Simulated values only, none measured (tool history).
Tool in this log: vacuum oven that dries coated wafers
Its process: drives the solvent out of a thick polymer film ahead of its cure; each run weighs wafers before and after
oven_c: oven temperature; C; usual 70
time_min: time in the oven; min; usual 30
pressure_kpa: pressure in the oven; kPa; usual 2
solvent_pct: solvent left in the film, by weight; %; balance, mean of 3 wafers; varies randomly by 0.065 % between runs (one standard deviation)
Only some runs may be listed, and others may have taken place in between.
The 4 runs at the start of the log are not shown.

run 5 hour=234.9 | oven_c=70 time_min=30 pressure_kpa=2 | solvent_pct=4.81
run 6 hour=294.6 | oven_c=70 time_min=30 pressure_kpa=2 | solvent_pct=4.94
run 7 hour=369.8 | oven_c=70 time_min=30 pressure_kpa=2 | solvent_pct=4.81
run 8 hour=434.1 | oven_c=70 time_min=30 pressure_kpa=2 | solvent_pct=4.88
run 9 hour=511.3 | oven_c=70 time_min=30 pressure_kpa=2 | solvent_pct=4.8
run 10 hour=559.6 | oven_c=71 time_min=30 pressure_kpa=2 | solvent_pct=4.64
run 11 hour=592 | oven_c=71 time_min=30 pressure_kpa=2 | solvent_pct=4.71
run 12 hour=670.4 | oven_c=71 time_min=30 pressure_kpa=2 | solvent_pct=4.74
run 13 hour=731.7 | oven_c=70 time_min=30 pressure_kpa=2 | solvent_pct=5.05
run 14 hour=779.8 | oven_c=70 time_min=30 pressure_kpa=2 | solvent_pct=5.02
run 15 hour=858.8 | oven_c=81 time_min=30 pressure_kpa=2 | solvent_pct=2.02
run 16 hour=922.2 | oven_c=82 time_min=30 pressure_kpa=5.03 | solvent_pct=3
run 17 hour=974.2 | oven_c=82 time_min=30 pressure_kpa=5.03 | solvent_pct=2.95
run 18 hour=1051.3 | oven_c=68 time_min=30 pressure_kpa=2 | solvent_pct=5.86
run 19 hour=1099.7 | oven_c=70 time_min=30 pressure_kpa=2 | solvent_pct=5.1
run 20 hour=1146.5 | oven_c=70 time_min=30 pressure_kpa=2 | solvent_pct=5.14
-- hour=1189.6 oven's thermocouples calibrated
run 21 hour=1219.6 | oven_c=60 time_min=29 pressure_kpa=5.44 | solvent_pct=10.95
run 22 hour=1299.5 | oven_c=83 time_min=22 pressure_kpa=2 | solvent_pct=2.37
run 23 hour=1358.1 | oven_c=83 time_min=26 pressure_kpa=2 | solvent_pct=1.95
run 24 hour=1410.9 | oven_c=70 time_min=30 pressure_kpa=2 | solvent_pct=5.15
run 25 hour=1463.5 | oven_c=70 time_min=16 pressure_kpa=1.8 | solvent_pct=7.53
run 26 hour=1513.6 | oven_c=70 time_min=16 pressure_kpa=7.04 | solvent_pct=9.71
run 27 hour=1553.4 | oven_c=72 time_min=25 pressure_kpa=1.22 | solvent_pct=4.77
run 28 hour=1611.6 | oven_c=72 time_min=25 pressure_kpa=7.49 | solvent_pct=7.8
run 29 hour=1672.4 | oven_c=72 time_min=27 pressure_kpa=5.8 | solvent_pct=6.66

Run 30 has not been measured yet. What should we expect?
run 30 hour=1749 | oven_c=80 time_min=27 pressure_kpa=4.47 | solvent_pct=?

{"run 30": {"solvent_pct": 3.53}}
The same run, on a tool lacking any hidden state, would have yielded solvent_pct 2.78 %.

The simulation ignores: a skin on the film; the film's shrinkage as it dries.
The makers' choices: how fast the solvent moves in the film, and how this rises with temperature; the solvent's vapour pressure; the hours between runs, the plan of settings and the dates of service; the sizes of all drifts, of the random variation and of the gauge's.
